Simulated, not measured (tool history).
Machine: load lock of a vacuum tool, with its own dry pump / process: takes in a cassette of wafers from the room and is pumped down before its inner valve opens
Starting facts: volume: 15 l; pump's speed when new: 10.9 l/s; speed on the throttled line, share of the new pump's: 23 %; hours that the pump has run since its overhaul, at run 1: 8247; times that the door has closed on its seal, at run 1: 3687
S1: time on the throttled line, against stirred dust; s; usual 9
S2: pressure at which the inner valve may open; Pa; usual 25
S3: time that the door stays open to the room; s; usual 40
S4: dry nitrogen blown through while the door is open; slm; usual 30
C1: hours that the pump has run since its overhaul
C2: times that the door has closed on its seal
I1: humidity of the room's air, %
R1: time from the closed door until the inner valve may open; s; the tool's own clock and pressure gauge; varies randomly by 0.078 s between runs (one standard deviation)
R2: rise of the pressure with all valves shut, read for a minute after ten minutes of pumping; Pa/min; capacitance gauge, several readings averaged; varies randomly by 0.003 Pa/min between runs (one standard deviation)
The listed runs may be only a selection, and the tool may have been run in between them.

run	hour	S1	S2	S3	S4	C1	C2	I1	R1	R2
1	0.0	9	25	40	30	8247	3687	45.4	19.28	0.039
2	209.9	9	25	233	30	8457	3932	42.8	19.17	0.053
3	323.6	9	25	233	30	8570	4065	43.9	19.23	0.048
4	466.1	9	25	233	30	8713	4231	41.4	19.26	0.050
5	644.7	9	25	233	30	8892	4439	46.2	19.30	0.056
6	839.5	9	25	233	30	9086	4666	45.8	19.31	0.058
7	1035.2	9	25	40	9	9282	4894	45.3	19.27	0.049
8	1144.5	9	25	40	18	9391	5022	46.0	19.33	0.050
9	1344.2	9	25	27	30	9591	5254	45.4	19.35	0.045
10	1520.3	9	25	27	30	9767	5460	47.4	19.33	0.041
11	1654.9	9	25	40	30	9902	5616	45.3	19.33	0.041
12	1814.8	9	25	40	30	10062	5803	44.2	19.45	0.040
13	1947.2	9	25	40	30	10194	5957	45.4	19.39	0.048
14	2080.1	9	25	40	30	10327	6112	48.0	19.44	0.046
15	2264.0	9	25	40	30	10511	6326	46.5	19.54	0.050
16	2473.2	9	25	40	15	10720	6570	44.2	19.40	0.053
17	2636.3	5	25	84	7	10883	6760	45.6	16.58	0.073
18	2810.9	7	25	48	30	11058	6964	45.4	17.95	0.051
19	2915.4	15	22	68	30	11162	7086	46.2	24.27	0.051
20	3102.8	15	20	110	30	11350	7304	46.6	24.33	0.057
21	3240.1	13	36	239	30	11487	7464	45.8	21.97	0.061
22	3439.2	8	25	40	30	11686	7696	42.4	18.91	0.052
23	3652.7	9	30	92	30	11900	7945	45.0	19.21	0.060

Consider 3 possible next runs. They are alternatives, not a sequence: every one starts from the tool as it was left by run 23. What does each give?
A	3865.3	9	26	86	22	12112	8193	42.7	?	?
B	3865.3	14	25	40	19	12112	8193	43.7	?	?
C	3865.3	7	25	40	30	12112	8193	48.5	?	?

run	R1	R2
A	19.38	0.057
B	23.39	0.061
C	18.12	0.058
Without the tool's hidden state the same runs would have given:
run	R1	R2
A	18.27	0.026
B	22.38	0.029
C	16.94	0.027
